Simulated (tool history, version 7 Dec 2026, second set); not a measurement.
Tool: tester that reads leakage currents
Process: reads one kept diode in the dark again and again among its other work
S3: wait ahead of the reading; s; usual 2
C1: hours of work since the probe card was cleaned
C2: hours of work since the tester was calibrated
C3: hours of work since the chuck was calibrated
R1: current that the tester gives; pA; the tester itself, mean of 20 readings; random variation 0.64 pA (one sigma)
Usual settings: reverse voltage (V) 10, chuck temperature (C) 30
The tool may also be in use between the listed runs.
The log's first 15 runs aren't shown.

run 16 hour=1236.1 | reverse_voltage_(V)=3.3 chuck_temperature_(C)=29 S3=2 | C1=759 C2=310 C3=806 | R1=113.67
run 17 hour=1351.4 | reverse_voltage_(V)=3.3 chuck_temperature_(C)=29 S3=2 | C1=850 C2=402 C3=897 | R1=115.2
run 18 hour=1403.2 | reverse_voltage_(V)=3.3 chuck_temperature_(C)=29 S3=2 | C1=891 C2=442 C3=938 | R1=115.95
run 19 hour=1493 | reverse_voltage_(V)=3.3 chuck_temperature_(C)=29 S3=2 | C1=962 C2=513 C3=1009 | R1=116.43
run 20 hour=1562.6 | reverse_voltage_(V)=10 chuck_temperature_(C)=30 S3=2 | C1=1017 C2=568 C3=1064 | R1=241.27
run 21 hour=1629.6 | reverse_voltage_(V)=5.5 chuck_temperature_(C)=28 S3=2 | C1=1070 C2=621 C3=1117 | R1=144.98
run 22 hour=1714.8 | reverse_voltage_(V)=10 chuck_temperature_(C)=29 S3=1.77 | C1=1137 C2=689 C3=1185 | R1=225.4
run 23 hour=1825.8 | reverse_voltage_(V)=2.3 chuck_temperature_(C)=22 S3=1.77 | C1=1225 C2=776 C3=1272 | R1=53.74
run 24 hour=1901.9 | reverse_voltage_(V)=16 chuck_temperature_(C)=30 S3=0.34 | C1=1285 C2=837 C3=1332 | R1=341.65
run 25 hour=1980.2 | reverse_voltage_(V)=16 chuck_temperature_(C)=30 S3=0.34 | C1=1347 C2=898 C3=1394 | R1=346.05
run 26 hour=2050.7 | reverse_voltage_(V)=10 chuck_temperature_(C)=30 S3=6.58 | C1=1403 C2=954 C3=1450 | R1=248.89
run 27 hour=2166.6 | reverse_voltage_(V)=1.7 chuck_temperature_(C)=37 S3=5.01 | C1=1494 C2=1046 C3=1542 | R1=160.65
run 28 hour=2283.4 | reverse_voltage_(V)=1.7 chuck_temperature_(C)=37 S3=5.01 | C1=1586 C2=1138 C3=1634 | R1=161.69
run 29 hour=2391.6 | reverse_voltage_(V)=1.7 chuck_temperature_(C)=37 S3=5.01 | C1=1672 C2=1224 C3=1719 | R1=162.55
run 30 hour=2511.2 | reverse_voltage_(V)=1.7 chuck_temperature_(C)=37 S3=5.01 | C1=1766 C2=1318 C3=1814 | R1=164.56
run 31 hour=2608.6 | reverse_voltage_(V)=10 chuck_temperature_(C)=32 S3=4.8 | C1=1843 C2=1395 C3=1891 | R1=309.18
-- hour=2663.2 chuck's temperature calibrated
run 32 hour=2701.7 | reverse_voltage_(V)=10 chuck_temperature_(C)=30 S3=1.13 | C1=1915 C2=1467 C3=30 | R1=218.53
run 33 hour=2796.9 | reverse_voltage_(V)=10 chuck_temperature_(C)=30 S3=1.13 | C1=1991 C2=1542 C3=106 | R1=218.27
run 34 hour=2905.9 | reverse_voltage_(V)=18 chuck_temperature_(C)=39 S3=2 | C1=2077 C2=1628 C3=192 | R1=634.44
run 35 hour=2996.4 | reverse_voltage_(V)=2.5 chuck_temperature_(C)=44 S3=0.75 | C1=2148 C2=1700 C3=263 | R1=301.73
run 36 hour=3094 | reverse_voltage_(V)=1.3 chuck_temperature_(C)=43 S3=8.67 | C1=2225 C2=1777 C3=340 | R1=193.21
run 37 hour=3199.8 | reverse_voltage_(V)=5 chuck_temperature_(C)=28 S3=2 | C1=2309 C2=1861 C3=424 | R1=127.36
run 38 hour=3311.1 | reverse_voltage_(V)=8.2 chuck_temperature_(C)=22 S3=1.15 | C1=2397 C2=1949 C3=512 | R1=105.53
run 39 hour=3399.3 | reverse_voltage_(V)=8.2 chuck_temperature_(C)=22 S3=1.15 | C1=2467 C2=2018 C3=582 | R1=107.28
run 40 hour=3454.6 | reverse_voltage_(V)=10.3 chuck_temperature_(C)=30 S3=2.31 | C1=2510 C2=2062 C3=625 | R1=234.96

Forecast each of these 4 alternatives for the next run:
run A hour=3519.9 | reverse_voltage_(V)=3.9 chuck_temperature_(C)=56 S3=2 | C1=2562 C2=2114 C3=677 | R1=?
run B hour=3519.9 | reverse_voltage_(V)=1.4 chuck_temperature_(C)=27 S3=7.72 | C1=2562 C2=2114 C3=677 | R1=?
run C hour=3519.9 | reverse_voltage_(V)=10 chuck_temperature_(C)=30 S3=1.25 | C1=2562 C2=2114 C3=677 | R1=?
run D hour=3519.9 | reverse_voltage_(V)=10 chuck_temperature_(C)=30 S3=8.28 | C1=2562 C2=2114 C3=677 | R1=?

run=A R1=973.98
run=B R1=57.38
run=C R1=233.22
run=D R1=229.99
Without the tool's hidden state the same runs would have given:
run=A R1=915.54
run=B R1=52.71
run=C R1=212.93
run=D R1=209.74
